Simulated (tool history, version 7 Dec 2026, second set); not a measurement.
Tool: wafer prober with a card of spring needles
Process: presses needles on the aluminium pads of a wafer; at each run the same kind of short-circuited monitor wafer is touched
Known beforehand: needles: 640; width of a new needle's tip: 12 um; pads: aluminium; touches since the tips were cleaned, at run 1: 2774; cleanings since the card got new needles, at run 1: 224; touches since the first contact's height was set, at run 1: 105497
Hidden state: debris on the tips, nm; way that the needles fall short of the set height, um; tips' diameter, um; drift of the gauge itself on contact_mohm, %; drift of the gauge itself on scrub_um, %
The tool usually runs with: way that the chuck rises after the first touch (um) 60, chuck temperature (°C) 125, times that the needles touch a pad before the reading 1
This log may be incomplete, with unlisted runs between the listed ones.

| run | hour | way that the chuck rises after the first touch (um) | chuck temperature (°C) | times that the needles touch a pad before the reading | touches since the tips were cleaned | cleanings since the card got new needles | touches since the first contact's height was set | resistance of one needle with its contact and lead (mohm) | way that a needle slides on the pad (um) |
|---|---|---|---|---|---|---|---|---|---|
| 1 | 0 | 60 | 125 | 1 | 2774 | 224 | 105497 | 269 | 14.31 |
|  | 10.3 | tips cleaned on abrasive film |
|  | 20.9 | height of the first contact set anew |
|  | 24.4 | tips cleaned on abrasive film |
|  | 41.6 | tips cleaned on abrasive film |
|  | 55.3 | tips cleaned on abrasive film |
| 2 | 56.2 | 60 | 125 | 1 | 585 | 228 | 22917 | 241 | 14.25 |
|  | 70 | tips cleaned on abrasive film |
|  | 87.2 | tips cleaned on abrasive film |
|  | 100.9 | tips cleaned on abrasive film |
|  | 118.1 | tips cleaned on abrasive film |
|  | 131.8 | tips cleaned on abrasive film |
| 3 | 138.2 | 60 | 67 | 1 | 4165 | 233 | 76212 | 275 | 14.21 |
|  | 148.6 | tips cleaned on abrasive film |
|  | 165.7 | tips cleaned on abrasive film |
|  | 182.9 | tips cleaned on abrasive film |
|  | 196.7 | tips cleaned on abrasive film |
|  | 203.8 | height of the first contact set anew |
|  | 214.1 | tips cleaned on abrasive film |
| 4 | 225.1 | 60 | 67 | 1 | 7188 | 238 | 13888 | 278 | 14.4 |
|  | 228.6 | tips cleaned on abrasive film |
|  | 242.4 | tips cleaned on abrasive film |
|  | 259.6 | tips cleaned on abrasive film |
|  | 273.3 | tips cleaned on abrasive film |
|  | 290.5 | tips cleaned on abrasive film |
| 5 | 301.4 | 60 | 67 | 1 | 7129 | 243 | 63446 | 280 | 14.37 |
|  | 304.9 | tips cleaned on abrasive film |
|  | 316.9 | card fitted with new needles |
|  | 330.6 | tips cleaned on abrasive film |
|  | 347.8 | tips cleaned on abrasive film |
|  | 365 | tips cleaned on abrasive film |
| 6 | 365.6 | 68 | 67 | 1 | 405 | 3 | 31669 | 221 | 16.32 |
|  | 379.4 | tips cleaned on abrasive film |
|  | 393.1 | tips cleaned on abrasive film |
|  | 410.3 | tips cleaned on abrasive film |
|  | 427.5 | tips cleaned on abrasive film |
|  | 444.6 | tips cleaned on abrasive film |
|  | 458.4 | tips cleaned on abrasive film |
| 7 | 466.8 | 72 | 56 | 1 | 5518 | 9 | 97481 | 255 | 17.2 |
|  | 473.8 | tips cleaned on abrasive film |
|  | 490.9 | tips cleaned on abrasive film |
|  | 501.5 | height of the first contact set anew |
|  | 508.4 | tips cleaned on abrasive film |
|  | 525.6 | tips cleaned on abrasive film |
|  | 532.7 | height of the first contact set anew, once more |
|  | 543 | tips cleaned on abrasive film |
|  | 556.8 | tips cleaned on abrasive film |
| 8 | 563.1 | 64 | 81 | 2 | 4138 | 15 | 19771 | 236 | 15.36 |
|  | 573.5 | tips cleaned on abrasive film |
|  | 590.6 | tips cleaned on abrasive film |
|  | 607.8 | tips cleaned on abrasive film |
|  | 621.6 | tips cleaned on abrasive film |
|  | 638.7 | tips cleaned on abrasive film |
| 9 | 650.9 | 64 | 81 | 2 | 7941 | 20 | 76841 | 243 | 15.3 |
|  | 654.4 | tips cleaned on abrasive film |
|  | 668.2 | tips cleaned on abrasive film |
|  | 685.3 | tips cleaned on abrasive film |
|  | 702.5 | tips cleaned on abrasive film |
|  | 716.5 | height of the first contact set anew |
|  | 720 | tips cleaned on abrasive film |
| 10 | 720 | 57 | 125 | 2 | 10 | 25 | 2243 | 227 | 13.69 |
|  | 734 | tips cleaned on abrasive film |
|  | 751.2 | tips cleaned on abrasive film |
|  | 764.9 | tips cleaned on abrasive film |
|  | 782.1 | tips cleaned on abrasive film |
| 11 | 783.7 | 74 | 75 | 2 | 1049 | 29 | 43664 | 222 | 17.72 |

Difference, measured minus no-hidden-state, one row per run. Run-to-run variation is common to both terms; the gauge's own scatter need not be:
| run | resistance of one needle with its contact and lead (mohm) | way that a needle slides on the pad (um) |
|---|---|---|
| 1 | +44 | -0.1 |
| 2 | +18 | -0.17 |
| 3 | +64 | -0.22 |
| 4 | +67 | -0.01 |
| 5 | +68 | -0.07 |
| 6 | +12 | -0.03 |
| 7 | +47 | -0.09 |
| 8 | +26 | -0.01 |
| 9 | +30 | -0.07 |
| 10 | +3 | -0.01 |
| 11 | +11 | -0.06 |
